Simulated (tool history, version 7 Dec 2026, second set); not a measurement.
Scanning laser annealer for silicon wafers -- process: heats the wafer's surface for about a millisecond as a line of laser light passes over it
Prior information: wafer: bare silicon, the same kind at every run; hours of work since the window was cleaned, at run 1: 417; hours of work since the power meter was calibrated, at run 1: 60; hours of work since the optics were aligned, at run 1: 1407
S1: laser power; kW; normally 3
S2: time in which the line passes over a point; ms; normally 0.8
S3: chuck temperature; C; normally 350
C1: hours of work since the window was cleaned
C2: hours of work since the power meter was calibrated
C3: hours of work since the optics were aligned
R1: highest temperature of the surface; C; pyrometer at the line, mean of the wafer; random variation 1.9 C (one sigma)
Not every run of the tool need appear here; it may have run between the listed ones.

run   hour     S1     S2   S3   C1   C2    C3    R1
  1      0      3    0.8  350  417   60  1407  1154
  2     10  2.589    0.8  350  423   66  1413  1032
  3   20.8      3    0.8  336  430   73  1419  1136
  4   30.9      3  0.964  336  436   79  1426  1222
  5   39.1      3  0.964  336  441   84  1431  1225
  6   55.9      3    0.8  350  452   95  1441  1151
  7   63.1      3  0.642  350  456   99  1446  1052
  8   70.6      3  0.642  350  461  104  1450  1054
  9   78.3      3  0.642  350  466  108  1455  1061
 10   87.4      3  0.642  350  471  114  1461  1057
 11   96.6      3    0.8  350  477  120  1467  1152
 12  112.4      3    0.8  378  487  130  1476  1181
 13    128      3    0.8  378  497  139  1486  1175
 14  143.8   2.79    0.8  350  507  149  1496  1093
 15  156.3   2.79    0.8  350  514  157  1504  1088
 16  168.8  3.297    0.8  321  522  165  1511  1208
 17    183  2.854   0.93  369  531  174  1520  1195
 18  197.3  2.867   0.93  383  540  182  1529  1212
 19    207  3.021   0.93  383  546  188  1535  1260
 20    219  3.021   0.93  383  553  196  1543  1256
 21  233.5  3.021   0.93  339  562  205  1552  1217
 22  242.5  3.168  0.845  368  568  211  1557  1244
 23  256.2  2.924  0.867  389  576  219  1566  1200
 24  263.3      3    0.8  361  581  223  1570  1161
 25  271.7      3    0.8  361  586  229  1575  1158
 26  278.7  2.695  0.714  373  590  233  1580  1041
 27  286.1  2.695  0.571  373  595  238  1584   962
 28  299.7      3  0.795  352  603  246  1593  1151

Forecast each of these 3 alternatives for the next run:
  A  308.5      3  0.857  350  609  252  1598   ?
  B  308.5  3.167    0.8  350  609  252  1598   ?
  C  308.5      3  0.795  367  609  252  1598   ?

run    R1
  A  1180
  B  1199
  C  1164
What these runs would have given with no unlogged condition in the tool:
run    R1
  A  1181
  B  1200
  C  1165
